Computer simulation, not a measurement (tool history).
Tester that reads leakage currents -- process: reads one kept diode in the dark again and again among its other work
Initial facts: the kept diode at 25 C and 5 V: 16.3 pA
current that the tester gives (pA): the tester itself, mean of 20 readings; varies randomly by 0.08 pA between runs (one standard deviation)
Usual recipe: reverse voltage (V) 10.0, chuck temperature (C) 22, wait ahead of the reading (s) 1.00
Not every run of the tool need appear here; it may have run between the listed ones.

run,hour,reverse voltage (V),chuck temperature (C),wait ahead of the reading (s),current that the tester gives (pA)
1,0.0,10.0,22,1.00,23.34
2,55.8,10.0,22,1.00,23.45
3,130.4,10.0,22,1.00,23.64
4,165.6,10.0,22,1.00,23.47
5,224.7,10.0,22,1.00,23.60
6,270.2,10.0,22,1.00,23.80
7,338.1,10.0,22,1.00,23.83
8,408.9,10.0,49,1.00,199.68
9,485.2,10.0,34,1.00,62.11
10,544.8,10.2,22,1.00,24.45
11,615.5,10.2,22,1.00,24.68
12,647.5,10.2,22,1.00,24.70
13,689.6,4.8,22,1.00,15.27
14,749.1,4.8,52,8.13,163.22
15,817.5,2.3,54,8.13,123.25
16,863.2,2.3,54,8.13,123.38
17,916.9,2.3,54,8.13,123.51
18,971.0,2.3,43,2.63,53.10
19,1010.0,10.0,50,4.44,197.91
20,1079.2,10.0,50,4.44,200.00
21,1151.3,4.5,45,2.43,85.20
22,1199.6,4.5,35,0.65,39.47
23,1234.6,2.5,22,2.58,9.02
24,1281.7,2.8,56,1.00,149.19
25,1318.8,5.2,22,0.39,17.05

Not shown here: 1 entry made in the log between runs. Locate each between two listed runs and compare the hidden state at the listed run before it with the hidden state at the listed run after it:
From run 18 to run 19: chuck's temperature calibrated (hour 1006.5)
  stray current of the dirty probe card, pA a volt: 0.236 -> 0.241; current scale over the true one, %: 0.41 -> 0.42; true chuck temperature over the reading, C: 0.97 -> -0.2
  what was measured, less what the result would be without the hidden state, current that the tester gives (pA): +4.63 -> +0.04

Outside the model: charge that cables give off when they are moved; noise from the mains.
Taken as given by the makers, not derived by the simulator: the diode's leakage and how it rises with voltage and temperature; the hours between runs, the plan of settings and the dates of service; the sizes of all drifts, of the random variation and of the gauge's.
